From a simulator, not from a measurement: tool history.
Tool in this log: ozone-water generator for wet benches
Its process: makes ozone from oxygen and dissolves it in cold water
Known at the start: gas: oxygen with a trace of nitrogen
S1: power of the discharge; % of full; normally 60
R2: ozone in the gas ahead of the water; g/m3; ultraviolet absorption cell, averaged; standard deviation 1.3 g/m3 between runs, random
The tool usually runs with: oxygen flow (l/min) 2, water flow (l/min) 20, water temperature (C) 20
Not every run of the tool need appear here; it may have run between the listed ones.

Run 1, day 0: usual settings. Result: dissolved ozone (ppm) 10.3, R2 226.2 g/m3.
Run 2, day 2.412: usual settings. Result: dissolved ozone (ppm) 10, R2 226.9 g/m3.
Run 3, day 5.883: usual settings. Result: dissolved ozone (ppm) 10.2, R2 226.7 g/m3.
Run 4, day 10.421: usual settings but water temperature (C) 21. Result: dissolved ozone (ppm) 10, R2 228.3 g/m3.
Run 5, day 14.058: usual settings but oxygen flow (l/min) 1.74. Result: dissolved ozone (ppm) 10.2, R2 247.5 g/m3.
Run 6, day 17.012: usual settings but oxygen flow (l/min) 1.74. Result: dissolved ozone (ppm) 9.9, R2 246.2 g/m3.
Run 7, day 21.975: usual settings but oxygen flow (l/min) 1.74. Result: dissolved ozone (ppm) 10.2, R2 247.3 g/m3.
Run 8, day 25.642: usual settings but oxygen flow (l/min) 1.74. Result: dissolved ozone (ppm) 9.8, R2 243.4 g/m3.
Run 9, day 27.996: usual settings. Result: dissolved ozone (ppm) 10.2, R2 226.2 g/m3.
At day 32.404: water thermometer calibrated.
Run 10, day 33.521: usual settings. Result: dissolved ozone (ppm) 9.8, R2 225 g/m3.
Run 11, day 37.688: usual settings. Result: dissolved ozone (ppm) 9.9, R2 224.5 g/m3.
Run 12, day 43.071: usual settings but water flow (l/min) 13. Result: dissolved ozone (ppm) 15.2, R2 223.3 g/m3.
Run 13, day 47.85: usual settings but water flow (l/min) 13. Result: dissolved ozone (ppm) 15.3, R2 225.2 g/m3.
At day 48.971: water thermometer calibrated, once more.
Run 14, day 52.888: usual settings but water flow (l/min) 13. Result: dissolved ozone (ppm) 15.4, R2 225.4 g/m3.
Run 15, day 58.288: usual settings but water flow (l/min) 17, water temperature (C) 14. Result: dissolved ozone (ppm) 12.4, R2 221.1 g/m3.
Run 16, day 63.825: usual settings but S1 90 % of full, water flow (l/min) 17, water temperature (C) 18. Result: dissolved ozone (ppm) 15.8, R2 290.2 g/m3.
Run 17, day 66.638: usual settings but oxygen flow (l/min) 2.88, water flow (l/min) 31. Result: dissolved ozone (ppm) 6.3, R2 177 g/m3.
Run 18, day 72.154: usual settings but S1 88 % of full, oxygen flow (l/min) 2.88, water flow (l/min) 31. Result: dissolved ozone (ppm) 8.1, R2 227.5 g/m3.
At day 75.317: contactor cleaned.
Run 19, day 77.029: usual settings but S1 88 % of full, oxygen flow (l/min) 2.88, water flow (l/min) 31. Result: dissolved ozone (ppm) 9.3, R2 228.7 g/m3.
Run 20, day 80.817: usual settings but S1 70 % of full, oxygen flow (l/min) 2.88, water flow (l/min) 31. Result: dissolved ozone (ppm) 7.9, R2 194.4 g/m3.
Run 21, day 86.275: usual settings but S1 69 % of full, oxygen flow (l/min) 1.69, water flow (l/min) 23. Result: dissolved ozone (ppm) 9.8, R2 269.7 g/m3.
Run 22, day 90.333: usual settings but oxygen flow (l/min) 1.67, water flow (l/min) 24. Result: dissolved ozone (ppm) 8.7, R2 244 g/m3.
Run 23, day 95.604: usual settings but S1 43 % of full, oxygen flow (l/min) 1.67, water flow (l/min) 24, water temperature (C) 24. Result: dissolved ozone (ppm) 6.6, R2 198.4 g/m3.
Run 24, day 98.208: usual settings but S1 46 % of full, oxygen flow (l/min) 1.86. Result: dissolved ozone (ppm) 9, R2 194.7 g/m3.
Run 25, day 100.7: usual settings but S1 55 % of full, water flow (l/min) 13, water temperature (C) 15. Result: dissolved ozone (ppm) 16.3, R2 208.3 g/m3.

Run 26 is up next; what results do you expect?
Run 26, day 106.088: usual settings but S1 55 % of full, water flow (l/min) 13, water temperature (C) 15. Result: dissolved ozone (ppm) ?, R2 ?.

dissolved ozone (ppm): 16.5
R2: 208.4 g/m3
Minus the tool's unlogged condition, the same run would have read dissolved ozone (ppm) 17.7, R2 220.9 g/m3.

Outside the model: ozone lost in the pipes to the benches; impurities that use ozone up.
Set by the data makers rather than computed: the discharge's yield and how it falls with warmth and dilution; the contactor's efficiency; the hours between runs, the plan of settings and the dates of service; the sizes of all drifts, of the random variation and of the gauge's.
